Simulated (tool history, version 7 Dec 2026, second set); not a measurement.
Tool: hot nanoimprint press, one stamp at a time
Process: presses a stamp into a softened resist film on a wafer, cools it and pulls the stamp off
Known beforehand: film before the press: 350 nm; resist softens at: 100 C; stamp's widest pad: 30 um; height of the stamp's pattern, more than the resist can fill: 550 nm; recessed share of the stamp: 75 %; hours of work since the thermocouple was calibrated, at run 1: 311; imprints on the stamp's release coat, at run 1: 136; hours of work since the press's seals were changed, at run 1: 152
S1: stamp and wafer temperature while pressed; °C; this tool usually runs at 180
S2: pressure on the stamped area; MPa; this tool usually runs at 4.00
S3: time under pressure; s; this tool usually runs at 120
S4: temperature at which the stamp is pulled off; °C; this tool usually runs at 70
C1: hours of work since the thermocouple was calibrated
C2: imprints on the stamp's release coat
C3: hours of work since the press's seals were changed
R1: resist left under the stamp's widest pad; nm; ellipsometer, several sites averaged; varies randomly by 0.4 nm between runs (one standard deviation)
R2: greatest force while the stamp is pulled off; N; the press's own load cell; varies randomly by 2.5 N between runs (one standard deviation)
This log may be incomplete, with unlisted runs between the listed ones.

Run 1, hour 0.0: usual settings; C1 311; C2 136; C3 152. Result: R1 182.5 nm, R2 117 N.
Run 2, hour 24.0: usual settings but S1 171 °C; C1 329; C2 214; C3 170. Result: R1 256.2 nm, R2 124 N.
Run 3, hour 44.2: usual settings but S1 186 °C; C1 345; C2 280; C3 186. Result: R1 139.6 nm, R2 120 N.
Run 4, hour 68.5: usual settings but S3 77 s; C1 364; C2 359; C3 205. Result: R1 210.5 nm, R2 125 N.
Run 5, hour 80.6: usual settings but S1 173 °C, S3 77 s; C1 374; C2 398; C3 215. Result: R1 265.2 nm, R2 134 N.
Run 6, hour 90.8: usual settings but S3 164 s; C1 382; C2 432; C3 223. Result: R1 162.3 nm, R2 129 N.
Run 7, hour 115.5: usual settings but S3 164 s; C1 401; C2 512; C3 242. Result: R1 162.2 nm, R2 129 N.
Run 8, hour 131.1: usual settings but S3 164 s; C1 413; C2 563; C3 254. Result: R1 162.0 nm, R2 136 N.
Run 9, hour 147.2: usual settings but S1 191 °C, S3 164 s; C1 426; C2 615; C3 267. Result: R1 97.0 nm, R2 135 N.
Run 10, hour 160.8: usual settings but S1 191 °C, S3 164 s; C1 436; C2 660; C3 277. Result: R1 96.7 nm, R2 139 N.
Run 11, hour 180.3: usual settings but S1 190 °C; C1 452; C2 723; C3 293. Result: R1 116.1 nm, R2 141 N.
Run 12, hour 193.3: usual settings but S1 190 °C, S4 60 °C; C1 462; C2 766; C3 303. Result: R1 115.7 nm, R2 171 N.
Run 13, hour 207.4: usual settings but S1 190 °C, S4 60 °C; C1 473; C2 811; C3 314. Result: R1 115.3 nm, R2 175 N.
Run 14, hour 224.9: usual settings but S1 190 °C, S4 60 °C; C1 486; C2 869; C3 327. Result: R1 115.4 nm, R2 186 N.
Run 15, hour 242.5: usual settings but S1 190 °C, S4 60 °C; C1 500; C2 926; C3 341. Result: R1 114.6 nm, R2 181 N.
At hour 255.9: plate thermocouple calibrated.
Run 16, hour 260.3: usual settings but S1 186 °C, S2 4.06 MPa, S3 71 s, S4 76 °C; C1 3; C2 974; C3 353. Result: R1 176.0 nm, R2 143 N.
Run 17, hour 273.0: usual settings but S1 186 °C, S2 4.06 MPa, S3 71 s, S4 76 °C; C1 13; C2 1015; C3 363. Result: R1 176.0 nm, R2 144 N.
Run 18, hour 287.0: usual settings but S1 186 °C, S2 5.07 MPa, S3 71 s, S4 76 °C; C1 24; C2 1061; C3 374. Result: R1 161.6 nm, R2 136 N.
Run 19, hour 311.2: usual settings but S1 188 °C, S2 3.85 MPa, S3 95 s; C1 43; C2 1140; C3 392. Result: R1 147.8 nm, R2 166 N.
Run 20, hour 323.7: usual settings but S1 188 °C, S2 3.85 MPa, S3 95 s; C1 53; C2 1181; C3 402. Result: R1 148.0 nm, R2 164 N.
Run 21, hour 342.0: usual settings but S1 188 °C, S2 3.85 MPa, S3 95 s; C1 67; C2 1240; C3 417. Result: R1 147.4 nm, R2 167 N.
Run 22, hour 364.2: usual settings but S1 188 °C, S2 3.85 MPa, S3 95 s; C1 85; C2 1313; C3 434. Result: R1 147.8 nm, R2 177 N.
Run 23, hour 389.2: usual settings but S1 188 °C, S2 3.85 MPa, S3 95 s; C1 104; C2 1394; C3 453. Result: R1 147.6 nm, R2 174 N.

Expected results for the next run?
Run 24, hour 410.1: usual settings but S1 188 °C, S2 3.85 MPa, S3 95 s; C1 120; C2 1463; C3 470. Result: R1 ?, R2 ?.

R1: 148.0 nm
R2: 184 N
Without the tool's hidden state the same run would have given R1 147.5 nm, R2 115 N.
